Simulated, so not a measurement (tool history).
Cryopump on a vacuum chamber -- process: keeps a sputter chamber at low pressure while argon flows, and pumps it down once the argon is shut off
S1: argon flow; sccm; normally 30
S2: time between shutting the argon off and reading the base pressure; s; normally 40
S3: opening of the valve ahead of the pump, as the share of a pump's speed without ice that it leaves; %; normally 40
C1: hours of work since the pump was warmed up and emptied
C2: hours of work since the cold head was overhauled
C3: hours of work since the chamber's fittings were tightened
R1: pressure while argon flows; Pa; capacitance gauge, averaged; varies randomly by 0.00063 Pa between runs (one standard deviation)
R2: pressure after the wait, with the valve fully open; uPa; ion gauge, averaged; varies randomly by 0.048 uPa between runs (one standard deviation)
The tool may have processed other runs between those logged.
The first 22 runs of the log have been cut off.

{"run": 23, "hour": 319.3, "S1": 46, "S2": 121, "S3": 17, "C1": 259, "C2": 259, "C3": 831, "R1": 0.349, "R2": 1.58}
{"run": 24, "hour": 332.5, "S1": 54, "S2": 23, "S3": 18, "C1": 266, "C2": 266, "C3": 838, "R1": 0.3876, "R2": 5.35}
{"run": 25, "hour": 343.9, "S1": 48, "S2": 76, "S3": 18, "C1": 271, "C2": 271, "C3": 844, "R1": 0.3439, "R2": 2.16}
{"run": 26, "hour": 352.6, "S1": 37, "S2": 35, "S3": 19, "C1": 276, "C2": 276, "C3": 848, "R1": 0.2513, "R2": 3.75}
{"run": 27, "hour": 370.8, "S1": 37, "S2": 35, "S3": 19, "C1": 285, "C2": 285, "C3": 857, "R1": 0.2518, "R2": 3.75}
{"run": 28, "hour": 389.8, "S1": 15, "S2": 226, "S3": 25, "C1": 294, "C2": 294, "C3": 867, "R1": 0.078, "R2": 1.16}
{"run": 29, "hour": 403.2, "S1": 15, "S2": 226, "S3": 25, "C1": 301, "C2": 301, "C3": 873, "R1": 0.0784, "R2": 1.18}
{"run": 30, "hour": 417.0, "S1": 30, "S2": 37, "S3": 17, "C1": 308, "C2": 308, "C3": 880, "R1": 0.2269, "R2": 3.59}
{"run": 31, "hour": 429.4, "S1": 30, "S2": 37, "S3": 17, "C1": 314, "C2": 314, "C3": 887, "R1": 0.2293, "R2": 3.63}
{"run": 32, "hour": 439.4, "S1": 30, "S2": 21, "S3": 26, "C1": 319, "C2": 319, "C3": 892, "R1": 0.1505, "R2": 5.74}
{"run": 33, "hour": 457.6, "S1": 44, "S2": 40, "S3": 49, "C1": 329, "C2": 329, "C3": 901, "R1": 0.1187, "R2": 3.38}
{"run": 34, "hour": 467.9, "S1": 44, "S2": 40, "S3": 49, "C1": 334, "C2": 334, "C3": 906, "R1": 0.1203, "R2": 3.47}

Alternative continuations, all from the tool just after run 34; predict every row:
{"run": "A", "hour": 482.4, "S1": 56, "S2": 40, "S3": 31, "C1": 341, "C2": 341, "C3": 913, "R1": "?", "R2": "?"}
{"run": "B", "hour": 482.4, "S1": 30, "S2": 40, "S3": 39, "C1": 341, "C2": 341, "C3": 913, "R1": "?", "R2": "?"}
{"run": "C", "hour": 482.4, "S1": 33, "S2": 265, "S3": 21, "C1": 341, "C2": 341, "C3": 913, "R1": "?", "R2": "?"}

run=A R1=0.2358 R2=3.44
run=B R1=0.1011 R2=3.56
run=C R1=0.2025 R2=1.15
With no hidden state in the tool, these same runs would have given:
run=A R1=0.2279 R2=2.9
run=B R1=0.0968 R2=2.99
run=C R1=0.1978 R2=0.61
